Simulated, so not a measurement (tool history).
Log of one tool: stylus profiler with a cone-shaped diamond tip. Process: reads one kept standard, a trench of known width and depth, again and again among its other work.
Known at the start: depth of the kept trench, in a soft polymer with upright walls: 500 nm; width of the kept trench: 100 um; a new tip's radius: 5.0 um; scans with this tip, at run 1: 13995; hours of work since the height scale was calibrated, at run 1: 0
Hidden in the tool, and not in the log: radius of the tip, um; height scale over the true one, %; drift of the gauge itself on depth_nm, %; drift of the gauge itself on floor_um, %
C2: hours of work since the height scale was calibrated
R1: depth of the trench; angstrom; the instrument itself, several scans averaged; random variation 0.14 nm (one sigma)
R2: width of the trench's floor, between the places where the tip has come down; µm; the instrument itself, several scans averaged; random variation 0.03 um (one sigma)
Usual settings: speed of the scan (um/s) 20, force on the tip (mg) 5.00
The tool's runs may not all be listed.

{"run": 1, "hour": 0.0, "speed of the scan (um/s)": 20, "force on the tip (mg)": 5.0, "scans with this tip": 13995, "C2": 0, "R1": 5046.9, "R2": 94.19}
{"run": 2, "hour": 62.9, "speed of the scan (um/s)": 20, "force on the tip (mg)": 5.0, "scans with this tip": 14312, "C2": 34, "R1": 5047.8, "R2": 94.16}
{"run": 3, "hour": 140.3, "speed of the scan (um/s)": 20, "force on the tip (mg)": 5.0, "scans with this tip": 14702, "C2": 76, "R1": 5045.3, "R2": 94.02}
{"run": 4, "hour": 192.3, "speed of the scan (um/s)": 20, "force on the tip (mg)": 5.0, "scans with this tip": 14964, "C2": 104, "R1": 5045.4, "R2": 94.04}
{"run": 5, "hour": 234.5, "speed of the scan (um/s)": 20, "force on the tip (mg)": 8.52, "scans with this tip": 15177, "C2": 126, "R1": 5064.5, "R2": 94.04}
{"run": 6, "hour": 317.8, "speed of the scan (um/s)": 20, "force on the tip (mg)": 8.52, "scans with this tip": 15597, "C2": 171, "R1": 5061.9, "R2": 94.02}
{"run": 7, "hour": 380.5, "speed of the scan (um/s)": 20, "force on the tip (mg)": 8.52, "scans with this tip": 15913, "C2": 205, "R1": 5065.5, "R2": 94.03}
{"run": 8, "hour": 431.6, "speed of the scan (um/s)": 20, "force on the tip (mg)": 8.52, "scans with this tip": 16170, "C2": 233, "R1": 5061.5, "R2": 93.99}
{"run": 9, "hour": 518.0, "speed of the scan (um/s)": 68, "force on the tip (mg)": 5.0, "scans with this tip": 16605, "C2": 279, "R1": 5044.9, "R2": 93.75}
{"run": 10, "hour": 585.1, "speed of the scan (um/s)": 68, "force on the tip (mg)": 5.0, "scans with this tip": 16944, "C2": 315, "R1": 5044.7, "R2": 93.74}
{"run": 11, "hour": 634.7, "speed of the scan (um/s)": 68, "force on the tip (mg)": 5.0, "scans with this tip": 17193, "C2": 342, "R1": 5043.4, "R2": 93.77}
{"run": 12, "hour": 713.7, "speed of the scan (um/s)": 68, "force on the tip (mg)": 5.0, "scans with this tip": 17592, "C2": 385, "R1": 5043.8, "R2": 93.72}
{"run": 13, "hour": 761.7, "speed of the scan (um/s)": 68, "force on the tip (mg)": 5.0, "scans with this tip": 17833, "C2": 411, "R1": 5043.8, "R2": 93.73}
{"run": 14, "hour": 838.2, "speed of the scan (um/s)": 20, "force on the tip (mg)": 5.0, "scans with this tip": 18219, "C2": 452, "R1": 5040.3, "R2": 93.74}
{"run": 15, "hour": 902.5, "speed of the scan (um/s)": 20, "force on the tip (mg)": 5.0, "scans with this tip": 18543, "C2": 487, "R1": 5043.6, "R2": 93.72}
{"run": 16, "hour": 956.9, "speed of the scan (um/s)": 20, "force on the tip (mg)": 8.2, "scans with this tip": 18817, "C2": 516, "R1": 5058.5, "R2": 93.71}
{"hour": 966.3, "done": "height scale calibrated on a step standard"}
{"run": 17, "hour": 1045.0, "speed of the scan (um/s)": 20, "force on the tip (mg)": 8.2, "scans with this tip": 19258, "C2": 42, "R1": 5057.5, "R2": 93.69}
{"hour": 1138.4, "done": "height scale calibrated on a step standard, once more"}
{"run": 18, "hour": 1138.4, "speed of the scan (um/s)": 20, "force on the tip (mg)": 8.2, "scans with this tip": 19726, "C2": 0, "R1": 5062.4, "R2": 93.66}
{"run": 19, "hour": 1188.7, "speed of the scan (um/s)": 20, "force on the tip (mg)": 5.0, "scans with this tip": 19980, "C2": 27, "R1": 5044.9, "R2": 93.63}
{"run": 20, "hour": 1246.9, "speed of the scan (um/s)": 20, "force on the tip (mg)": 5.0, "scans with this tip": 20273, "C2": 58, "R1": 5044.9, "R2": 93.63}
{"run": 21, "hour": 1321.9, "speed of the scan (um/s)": 20, "force on the tip (mg)": 5.0, "scans with this tip": 20651, "C2": 99, "R1": 5045.1, "R2": 93.55}
{"run": 22, "hour": 1387.9, "speed of the scan (um/s)": 20, "force on the tip (mg)": 5.0, "scans with this tip": 20984, "C2": 135, "R1": 5044.4, "R2": 93.58}
{"run": 23, "hour": 1459.1, "speed of the scan (um/s)": 20, "force on the tip (mg)": 5.0, "scans with this tip": 21342, "C2": 173, "R1": 5044.1, "R2": 93.47}
{"run": 24, "hour": 1498.3, "speed of the scan (um/s)": 5, "force on the tip (mg)": 2.68, "scans with this tip": 21540, "C2": 194, "R1": 5025.5, "R2": 93.52}
{"run": 25, "hour": 1551.3, "speed of the scan (um/s)": 33, "force on the tip (mg)": 1.76, "scans with this tip": 21807, "C2": 223, "R1": 5019.5, "R2": 93.42}
{"run": 26, "hour": 1606.2, "speed of the scan (um/s)": 33, "force on the tip (mg)": 8.56, "scans with this tip": 22083, "C2": 252, "R1": 5062.1, "R2": 93.44}
{"run": 27, "hour": 1666.4, "speed of the scan (um/s)": 21, "force on the tip (mg)": 14.63, "scans with this tip": 22387, "C2": 285, "R1": 5090.1, "R2": 93.44}
{"run": 28, "hour": 1749.8, "speed of the scan (um/s)": 21, "force on the tip (mg)": 14.63, "scans with this tip": 22807, "C2": 330, "R1": 5089.1, "R2": 93.44}
{"run": 29, "hour": 1826.3, "speed of the scan (um/s)": 6, "force on the tip (mg)": 2.54, "scans with this tip": 23193, "C2": 371, "R1": 5025.2, "R2": 93.37}
{"run": 30, "hour": 1897.9, "speed of the scan (um/s)": 12, "force on the tip (mg)": 7.04, "scans with this tip": 23554, "C2": 409, "R1": 5051.4, "R2": 93.42}
{"run": 31, "hour": 1946.0, "speed of the scan (um/s)": 12, "force on the tip (mg)": 7.04, "scans with this tip": 23796, "C2": 435, "R1": 5053.0, "R2": 93.39}
{"run": 32, "hour": 1995.9, "speed of the scan (um/s)": 7, "force on the tip (mg)": 6.67, "scans with this tip": 24048, "C2": 462, "R1": 5051.3, "R2": 93.37}
{"run": 33, "hour": 2064.2, "speed of the scan (um/s)": 12, "force on the tip (mg)": 4.26, "scans with this tip": 24391, "C2": 499, "R1": 5035.3, "R2": 93.3}
{"run": 34, "hour": 2143.0, "speed of the scan (um/s)": 12, "force on the tip (mg)": 4.26, "scans with this tip": 24788, "C2": 542, "R1": 5036.5, "R2": 93.3}
{"run": 35, "hour": 2198.3, "speed of the scan (um/s)": 12, "force on the tip (mg)": 4.26, "scans with this tip": 25067, "C2": 571, "R1": 5036.0, "R2": 93.26}
{"run": 36, "hour": 2278.8, "speed of the scan (um/s)": 15, "force on the tip (mg)": 1.87, "scans with this tip": 25473, "C2": 615, "R1": 5019.3, "R2": 93.19}
{"run": 37, "hour": 2323.7, "speed of the scan (um/s)": 15, "force on the tip (mg)": 1.87, "scans with this tip": 25699, "C2": 639, "R1": 5017.3, "R2": 93.11}
{"run": 38, "hour": 2364.0, "speed of the scan (um/s)": 15, "force on the tip (mg)": 1.87, "scans with this tip": 25902, "C2": 661, "R1": 5018.5, "R2": 93.17}
{"run": 39, "hour": 2405.7, "speed of the scan (um/s)": 13, "force on the tip (mg)": 9.28, "scans with this tip": 26112, "C2": 683, "R1": 5063.4, "R2": 93.2}
{"run": 40, "hour": 2460.7, "speed of the scan (um/s)": 6, "force on the tip (mg)": 4.37, "scans with this tip": 26390, "C2": 713, "R1": 5036.8, "R2": 93.11}
{"run": 41, "hour": 2546.8, "speed of the scan (um/s)": 39, "force on the tip (mg)": 4.72, "scans with this tip": 26823, "C2": 759, "R1": 5037.2, "R2": 92.99}
{"run": 42, "hour": 2642.0, "speed of the scan (um/s)": 79, "force on the tip (mg)": 11.88, "scans with this tip": 27303, "C2": 811, "R1": 5072.7, "R2": 93.0}
{"run": 43, "hour": 2699.7, "speed of the scan (um/s)": 79, "force on the tip (mg)": 11.88, "scans with this tip": 27593, "C2": 842, "R1": 5070.1, "R2": 92.97}
{"run": 44, "hour": 2747.5, "speed of the scan (um/s)": 10, "force on the tip (mg)": 13.55, "scans with this tip": 27834, "C2": 867, "R1": 5083.7, "R2": 93.08}
{"run": 45, "hour": 2814.1, "speed of the scan (um/s)": 8, "force on the tip (mg)": 4.82, "scans with this tip": 28170, "C2": 903, "R1": 5037.6, "R2": 93.0}

Forecast each of these 4 alternatives for the next run:
{"run": "A", "hour": 2896.8, "speed of the scan (um/s)": 11, "force on the tip (mg)": 3.5, "scans with this tip": 28587, "C2": 948, "R1": "?", "R2": "?"}
{"run": "B", "hour": 2896.8, "speed of the scan (um/s)": 65, "force on the tip (mg)": 13.76, "scans with this tip": 28587, "C2": 948, "R1": "?", "R2": "?"}
{"run": "C", "hour": 2896.8, "speed of the scan (um/s)": 46, "force on the tip (mg)": 1.7, "scans with this tip": 28587, "C2": 948, "R1": "?", "R2": "?"}
{"run": "D", "hour": 2896.8, "speed of the scan (um/s)": 20, "force on the tip (mg)": 10.72, "scans with this tip": 28587, "C2": 948, "R1": "?", "R2": "?"}

run=A R1=5026.1 R2=92.98
run=B R1=5081.0 R2=92.91
run=C R1=5015.4 R2=92.80
run=D R1=5067.6 R2=92.99
Without the tool's hidden state the same runs would have given:
run=A R1=5032.2 R2=95.62
run=B R1=5087.3 R2=95.55
run=C R1=5021.5 R2=95.44
run=D R1=5073.8 R2=95.63
